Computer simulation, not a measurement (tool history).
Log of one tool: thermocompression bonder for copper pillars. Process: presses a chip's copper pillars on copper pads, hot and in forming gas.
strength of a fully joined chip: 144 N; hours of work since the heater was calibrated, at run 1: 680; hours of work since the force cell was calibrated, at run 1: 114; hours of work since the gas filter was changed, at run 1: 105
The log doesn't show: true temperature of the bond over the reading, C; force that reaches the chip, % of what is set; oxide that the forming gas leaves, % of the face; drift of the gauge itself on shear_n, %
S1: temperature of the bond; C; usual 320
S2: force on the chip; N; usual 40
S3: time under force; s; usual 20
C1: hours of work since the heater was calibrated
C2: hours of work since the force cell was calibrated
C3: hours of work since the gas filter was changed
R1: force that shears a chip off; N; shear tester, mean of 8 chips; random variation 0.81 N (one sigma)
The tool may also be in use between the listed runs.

Run 1, hour 0.0: usual settings; C1 680; C2 114; C3 105. Result: R1 67.6 N.
Run 2, hour 9.0: usual settings; C1 684; C2 118; C3 108. Result: R1 67.5 N.
Run 3, hour 16.4: usual settings but S2 55 N; C1 687; C2 121; C3 111. Result: R1 88.2 N.
Run 4, hour 22.9: usual settings but S3 10 s; C1 689; C2 123; C3 114. Result: R1 52.0 N.
Run 5, hour 33.9: usual settings but S3 10 s; C1 694; C2 128; C3 119. Result: R1 52.9 N.
Run 6, hour 44.1: usual settings but S3 11 s; C1 698; C2 132; C3 123. Result: R1 55.7 N.
At hour 46.4: force cell calibrated.
Run 7, hour 57.0: usual settings but S3 11 s; C1 703; C2 4; C3 128. Result: R1 55.9 N.
Run 8, hour 62.0: usual settings; C1 705; C2 7; C3 130. Result: R1 70.5 N.
At hour 71.9: force cell calibrated, once more.
Run 9, hour 72.1: usual settings but S1 325 C; C1 709; C2 0; C3 133. Result: R1 71.7 N.
Run 10, hour 78.3: usual settings; C1 711; C2 3; C3 136. Result: R1 68.2 N.
Run 11, hour 89.5: usual settings; C1 716; C2 7; C3 140. Result: R1 69.2 N.
Run 12, hour 98.1: usual settings but S1 314 C, S2 51 N, S3 12 s; C1 719; C2 11; C3 144. Result: R1 65.2 N.
Run 13, hour 106.1: usual settings but S1 314 C, S2 51 N, S3 12 s; C1 723; C2 14; C3 147. Result: R1 65.9 N.
Run 14, hour 111.7: usual settings but S1 317 C, S2 34 N, S3 22 s; C1 725; C2 17; C3 150. Result: R1 59.9 N.
Run 15, hour 123.7: usual settings but S1 317 C, S2 41 N, S3 22 s; C1 730; C2 22; C3 155. Result: R1 69.6 N.
Run 16, hour 133.1: usual settings but S1 310 C, S2 39 N, S3 18 s; C1 734; C2 25; C3 159. Result: R1 56.5 N.
Run 17, hour 144.8: usual settings but S1 336 C, S3 13 s; C1 739; C2 30; C3 163. Result: R1 70.0 N.
Run 18, hour 151.2: usual settings but S1 290 C, S3 32 s; C1 741; C2 33; C3 166. Result: R1 53.3 N.
Run 19, hour 160.1: usual settings but S1 345 C, S2 32 N, S3 41 s; C1 745; C2 37; C3 170. Result: R1 95.4 N.
At hour 163.1: forming gas filter changed.
Run 20, hour 170.7: usual settings but S3 13 s; C1 749; C2 41; C3 3. Result: R1 59.8 N.

3 ways to go on from here, each from the tool as it stands after run 20. What would each give?
Run A, hour 176.1: usual settings but S2 39 N, S3 13 s; C1 751; C2 43; C3 5. Result: R1 ?.
Run B, hour 176.1: usual settings but S1 340 C, S3 13 s; C1 751; C2 43; C3 5. Result: R1 ?.
Run C, hour 176.1: usual settings but S1 297 C, S2 30 N, S3 25 s; C1 751; C2 43; C3 5. Result: R1 ?.

run    R1
  A  59.0
  B  76.6
  C  41.1
Without the tool's hidden state the same runs would have given:
run    R1
  A  53.8
  B  70.8
  C  36.7
